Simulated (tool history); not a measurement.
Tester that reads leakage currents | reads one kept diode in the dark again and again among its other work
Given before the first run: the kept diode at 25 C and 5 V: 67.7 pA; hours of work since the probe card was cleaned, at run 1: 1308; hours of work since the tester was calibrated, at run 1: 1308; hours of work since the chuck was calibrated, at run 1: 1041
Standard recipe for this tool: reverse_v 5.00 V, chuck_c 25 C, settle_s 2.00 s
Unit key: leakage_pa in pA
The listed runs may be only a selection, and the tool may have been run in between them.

| run | day | reverse_v | chuck_c | settle_s | hours of work since the probe card was cleaned | hours of work since the tester was calibrated | hours of work since the chuck was calibrated | leakage_pa |
|---|---|---|---|---|---|---|---|---|
| 1 | 0.000 | 5.00 | 25 | 2.00 | 1308 | 1308 | 1041 | 67.59 |
| 2 | 3.671 | 5.00 | 25 | 0.36 | 1360 | 1360 | 1093 | 69.71 |
| 3 | 6.946 | 5.00 | 25 | 2.00 | 1407 | 1407 | 1140 | 68.14 |
| 4 | 12.512 | 5.00 | 25 | 2.00 | 1486 | 1486 | 1219 | 68.37 |
| 5 | 15.983 | 5.00 | 25 | 2.00 | 1536 | 1536 | 1268 | 68.61 |
| 6 | 19.275 | 5.00 | 25 | 2.00 | 1583 | 1583 | 1315 | 68.32 |
| 7 | 24.071 | 5.73 | 25 | 2.00 | 1651 | 1651 | 1383 | 73.69 |
| 8 | 28.462 | 5.73 | 25 | 2.00 | 1713 | 1713 | 1446 | 74.17 |
| 9 | 32.258 | 2.68 | 25 | 5.46 | 1767 | 1767 | 1500 | 46.80 |
| 10 | 36.629 | 2.56 | 25 | 2.56 | 1830 | 1830 | 1562 | 45.91 |

Expected results for the next run?
| 11 | 42.412 | 2.56 | 25 | 2.56 | 1912 | 1912 | 1644 | ? |

{"run 11": {"leakage_pa": 45.81}}
Were there no unlogged condition in the tool, this run, its random variation unchanged, would have produced leakage_pa 45.76 pA.

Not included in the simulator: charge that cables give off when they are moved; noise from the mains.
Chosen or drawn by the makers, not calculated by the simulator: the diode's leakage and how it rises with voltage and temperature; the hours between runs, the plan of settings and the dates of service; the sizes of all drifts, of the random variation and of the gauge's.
